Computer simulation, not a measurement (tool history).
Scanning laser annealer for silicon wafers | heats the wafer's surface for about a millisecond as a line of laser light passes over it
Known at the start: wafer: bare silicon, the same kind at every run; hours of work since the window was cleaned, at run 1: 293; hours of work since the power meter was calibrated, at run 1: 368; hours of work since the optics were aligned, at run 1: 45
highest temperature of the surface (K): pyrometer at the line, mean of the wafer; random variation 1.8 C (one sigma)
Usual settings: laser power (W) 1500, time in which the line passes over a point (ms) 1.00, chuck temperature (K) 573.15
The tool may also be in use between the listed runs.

| run | hour | laser power (W) | time in which the line passes over a point (ms) | chuck temperature (K) | hours of work since the window was cleaned | hours of work since the power meter was calibrated | hours of work since the optics were aligned | highest temperature of the surface (K) |
|---|---|---|---|---|---|---|---|---|
| 1 | 0.0 | 1500 | 1.00 | 573.15 | 293 | 368 | 45 | 1336.15 |
| 2 | 50.1 | 1500 | 1.00 | 573.15 | 325 | 399 | 77 | 1335.15 |
| 3 | 120.1 | 1500 | 1.16 | 573.15 | 369 | 443 | 121 | 1392.15 |
| 4 | 166.1 | 1500 | 1.15 | 573.15 | 398 | 472 | 150 | 1392.15 |
| 5 | 202.0 | 1500 | 1.15 | 573.15 | 420 | 495 | 172 | 1391.15 |
| 6 | 268.8 | 1500 | 0.72 | 573.15 | 462 | 537 | 214 | 1215.15 |
| 7 | 314.2 | 1500 | 1.00 | 573.15 | 491 | 565 | 243 | 1333.15 |
| 8 | 366.9 | 1500 | 1.00 | 573.15 | 524 | 598 | 276 | 1336.15 |
| 9 | 438.5 | 1500 | 1.00 | 573.15 | 569 | 643 | 321 | 1332.15 |
| 10 | 479.0 | 1617 | 1.00 | 573.15 | 594 | 669 | 346 | 1397.15 |
|  | 522.7 | window over the wafer cleaned |
| 11 | 522.7 | 1500 | 1.00 | 573.15 | 0 | 695 | 372 | 1333.15 |
| 12 | 574.8 | 1500 | 1.00 | 573.15 | 33 | 727 | 405 | 1333.15 |
| 13 | 627.4 | 1500 | 1.00 | 573.15 | 66 | 760 | 438 | 1334.15 |
| 14 | 686.9 | 1388 | 1.00 | 573.15 | 103 | 798 | 476 | 1270.15 |
| 15 | 757.6 | 1500 | 1.03 | 573.15 | 148 | 842 | 520 | 1343.15 |
| 16 | 820.5 | 1500 | 1.03 | 573.15 | 187 | 882 | 559 | 1344.15 |
| 17 | 858.2 | 1500 | 1.03 | 554.15 | 211 | 905 | 583 | 1325.15 |
| 18 | 909.0 | 1500 | 1.00 | 553.15 | 243 | 937 | 615 | 1312.15 |
| 19 | 970.7 | 1649 | 1.00 | 573.15 | 281 | 976 | 654 | 1418.15 |
| 20 | 1002.4 | 1302 | 1.00 | 573.15 | 301 | 996 | 674 | 1224.15 |
| 21 | 1055.1 | 1348 | 1.01 | 552.15 | 334 | 1029 | 707 | 1235.15 |
| 22 | 1103.5 | 1462 | 1.08 | 573.15 | 365 | 1059 | 737 | 1342.15 |
| 23 | 1165.7 | 1462 | 1.08 | 573.15 | 404 | 1098 | 776 | 1341.15 |
| 24 | 1236.4 | 1462 | 1.08 | 596.15 | 448 | 1143 | 821 | 1366.15 |
| 25 | 1301.2 | 1462 | 1.08 | 596.15 | 489 | 1184 | 861 | 1363.15 |
| 26 | 1335.4 | 1500 | 1.00 | 593.15 | 510 | 1205 | 883 | 1350.15 |
| 27 | 1402.6 | 1336 | 0.99 | 598.15 | 553 | 1247 | 925 | 1266.15 |
| 28 | 1456.2 | 1336 | 0.99 | 598.15 | 586 | 1281 | 959 | 1265.15 |
|  | 1476.9 | optics aligned, line set to its width |
|  | 1518.2 | window over the wafer cleaned |
| 29 | 1532.2 | 1336 | 0.99 | 598.15 | 9 | 1324 | 33 | 1264.15 |
| 30 | 1566.3 | 1500 | 1.00 | 598.15 | 30 | 1346 | 55 | 1356.15 |
| 31 | 1598.6 | 1500 | 1.00 | 598.15 | 50 | 1366 | 75 | 1360.15 |
| 32 | 1636.5 | 1413 | 1.00 | 573.15 | 74 | 1390 | 99 | 1285.15 |
| 33 | 1697.7 | 1413 | 1.00 | 573.15 | 113 | 1428 | 137 | 1287.15 |
| 34 | 1769.0 | 1413 | 1.00 | 573.15 | 157 | 1473 | 182 | 1290.15 |
| 35 | 1818.0 | 1413 | 1.00 | 573.15 | 188 | 1504 | 213 | 1288.15 |
| 36 | 1852.9 | 1413 | 1.00 | 573.15 | 210 | 1526 | 235 | 1285.15 |
| 37 | 1915.1 | 1500 | 1.00 | 554.15 | 249 | 1565 | 274 | 1315.15 |
| 38 | 1979.2 | 1500 | 1.00 | 554.15 | 289 | 1605 | 314 | 1312.15 |
| 39 | 2044.2 | 1576 | 0.76 | 611.15 | 330 | 1646 | 355 | 1305.15 |
| 40 | 2092.4 | 1348 | 0.95 | 573.15 | 361 | 1676 | 385 | 1230.15 |

How the hidden state differs across the entries between the runs, from the last listed run before each to the first after it:
Between runs 10 and 11: window over the wafer cleaned (hour 522.7)
  light that passes the window, % of a clean one's: 99.94 -> 100
Between runs 28 and 29: optics aligned, line set to its width (hour 1476.9); window over the wafer cleaned (hour 1518.2)
  light that passes the window, % of a clean one's: 99.93 -> 100; width of the line over the set one, %: 0.06 -> 0.01

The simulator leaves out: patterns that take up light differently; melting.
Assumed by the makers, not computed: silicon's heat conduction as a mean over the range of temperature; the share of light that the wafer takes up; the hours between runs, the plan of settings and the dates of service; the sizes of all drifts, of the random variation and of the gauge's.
